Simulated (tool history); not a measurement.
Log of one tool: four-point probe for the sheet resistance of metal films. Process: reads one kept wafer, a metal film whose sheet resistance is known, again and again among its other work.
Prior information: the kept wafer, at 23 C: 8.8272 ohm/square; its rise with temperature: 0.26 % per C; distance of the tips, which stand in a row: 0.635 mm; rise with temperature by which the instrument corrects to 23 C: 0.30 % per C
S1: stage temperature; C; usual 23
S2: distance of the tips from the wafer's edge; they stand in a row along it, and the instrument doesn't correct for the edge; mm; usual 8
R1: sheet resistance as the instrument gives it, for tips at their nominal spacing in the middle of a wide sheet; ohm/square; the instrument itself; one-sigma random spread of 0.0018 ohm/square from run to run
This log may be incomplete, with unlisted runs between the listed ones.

run,hour,S1,S2,R1
1,0.0,23,8,8.855018
2,44.5,18,8,8.875277
3,87.6,18,8,8.877689
4,121.8,18,8,8.874235
5,147.9,18,8,8.873389
6,195.1,18,8,8.872154
7,250.6,18,8,8.873029
8,298.1,18,8,8.873756
9,336.6,18,8,8.874327
10,370.7,29,8,8.839903
11,428.8,29,8,8.834918
12,460.8,29,8,8.834635
13,492.8,29,8,8.837369
14,545.4,29,8,8.833808
15,583.0,29,8,8.833216
16,639.7,29,8,8.837769
17,664.9,29,8,8.835555
18,720.8,29,8,8.835122
19,770.2,19,8,8.869498
20,829.6,19,8,8.871708
21,867.1,18,35,8.844595
22,905.4,18,35,8.846092
23,933.8,20,9,8.859274
24,988.2,20,16,8.843215
25,1035.1,20,16,8.844073
26,1083.3,25,17,8.824652
27,1113.1,25,5,8.891603
28,1161.1,31,68,8.800887
29,1199.5,22,4,8.947220
30,1235.0,22,4,8.950167
31,1294.5,23,14,8.829424
32,1343.5,19,74,8.841903
33,1380.9,19,74,8.840552
34,1407.5,19,74,8.840270
35,1433.3,19,9,8.861544

Below are 5 alternative next runs, each starting from the tool's condition after run 35. Predict each:
A,1477.3,34,3,?
B,1477.3,23,15,?
C,1477.3,19,4,?
D,1477.3,29,24,?
E,1477.3,21,60,?

run,R1
A,8.993199
B,8.834328
C,8.958607
D,8.809585
E,8.836547
What these runs would have given with no unlogged condition in the tool:
run,R1
A,8.994323
B,8.835429
C,8.959721
D,8.810686
E,8.837648
